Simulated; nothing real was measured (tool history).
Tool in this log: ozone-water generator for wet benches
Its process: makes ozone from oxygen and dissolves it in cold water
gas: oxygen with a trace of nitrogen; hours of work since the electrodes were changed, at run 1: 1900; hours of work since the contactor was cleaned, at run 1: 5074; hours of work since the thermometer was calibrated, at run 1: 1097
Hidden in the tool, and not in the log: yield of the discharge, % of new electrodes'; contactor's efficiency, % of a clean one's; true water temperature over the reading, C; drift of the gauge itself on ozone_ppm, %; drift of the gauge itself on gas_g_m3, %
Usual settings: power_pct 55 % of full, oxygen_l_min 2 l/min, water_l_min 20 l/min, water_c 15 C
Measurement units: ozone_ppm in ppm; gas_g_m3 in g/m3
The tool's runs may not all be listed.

| run | hour | power_pct | oxygen_l_min | water_l_min | water_c | hours of work since the electrodes were changed | hours of work since the contactor was cleaned | hours of work since the thermometer was calibrated | ozone_ppm | gas_g_m3 |
|---|---|---|---|---|---|---|---|---|---|---|
| 1 | 0 | 55 | 2 | 20 | 15 | 1900 | 5074 | 1097 | 8.5 | 175.6 |
| 2 | 44.1 | 55 | 2 | 20 | 15 | 1941 | 5115 | 1138 | 8.2 | 174.1 |
| 3 | 87.8 | 55 | 2 | 20 | 15 | 1982 | 5155 | 1178 | 8.3 | 175.3 |
| 4 | 121.7 | 55 | 2 | 20 | 15 | 2013 | 5187 | 1210 | 8.2 | 175.8 |
| 5 | 160.4 | 55 | 2 | 20 | 15 | 2049 | 5223 | 1246 | 8.2 | 173.9 |
| 6 | 192.8 | 55 | 2 | 20 | 15 | 2079 | 5253 | 1276 | 8 | 173.3 |
| 7 | 233.8 | 55 | 1.04 | 20 | 17 | 2117 | 5291 | 1314 | 7.3 | 265.6 |
| 8 | 278.2 | 55 | 2.26 | 17 | 15 | 2158 | 5332 | 1355 | 10.2 | 161.7 |
| 9 | 319.2 | 55 | 2.23 | 15 | 15 | 2196 | 5370 | 1393 | 11.6 | 161.3 |
| 10 | 363 | 55 | 2.23 | 13 | 15 | 2237 | 5410 | 1433 | 13.7 | 162.2 |
| 11 | 405.4 | 55 | 1.28 | 12 | 15 | 2276 | 5450 | 1473 | 14.1 | 232.4 |
| 12 | 460.4 | 59 | 2.43 | 17 | 13 | 2327 | 5501 | 1524 | 11 | 164.6 |

5 ways to go on from here, each from the tool as it stands after run 12. What would each give?
| A | 521.7 | 55 | 2.48 | 20 | 11 | 2384 | 5557 | 1581 | ? | ? |
| B | 521.7 | 78 | 1.27 | 20 | 13 | 2384 | 5557 | 1581 | ? | ? |
| C | 521.7 | 55 | 1.76 | 13 | 15 | 2384 | 5557 | 1581 | ? | ? |
| D | 521.7 | 59 | 2.66 | 17 | 13 | 2384 | 5557 | 1581 | ? | ? |
| E | 521.7 | 54 | 2.04 | 17 | 13 | 2384 | 5557 | 1581 | ? | ? |

| run | ozone_ppm | gas_g_m3 |
|---|---|---|
| A | 8.7 | 152.3 |
| B | 10.5 | 320 |
| C | 13.5 | 186.9 |
| D | 11.1 | 154.9 |
| E | 10.1 | 170.2 |
Stripped of hidden state, with their random variation kept, the same runs would have yielded:
| run | ozone_ppm | gas_g_m3 |
|---|---|---|
| A | 9.4 | 155.8 |
| B | 11.5 | 330.5 |
| C | 14.4 | 191.2 |
| D | 12 | 158.8 |
| E | 10.9 | 174.1 |

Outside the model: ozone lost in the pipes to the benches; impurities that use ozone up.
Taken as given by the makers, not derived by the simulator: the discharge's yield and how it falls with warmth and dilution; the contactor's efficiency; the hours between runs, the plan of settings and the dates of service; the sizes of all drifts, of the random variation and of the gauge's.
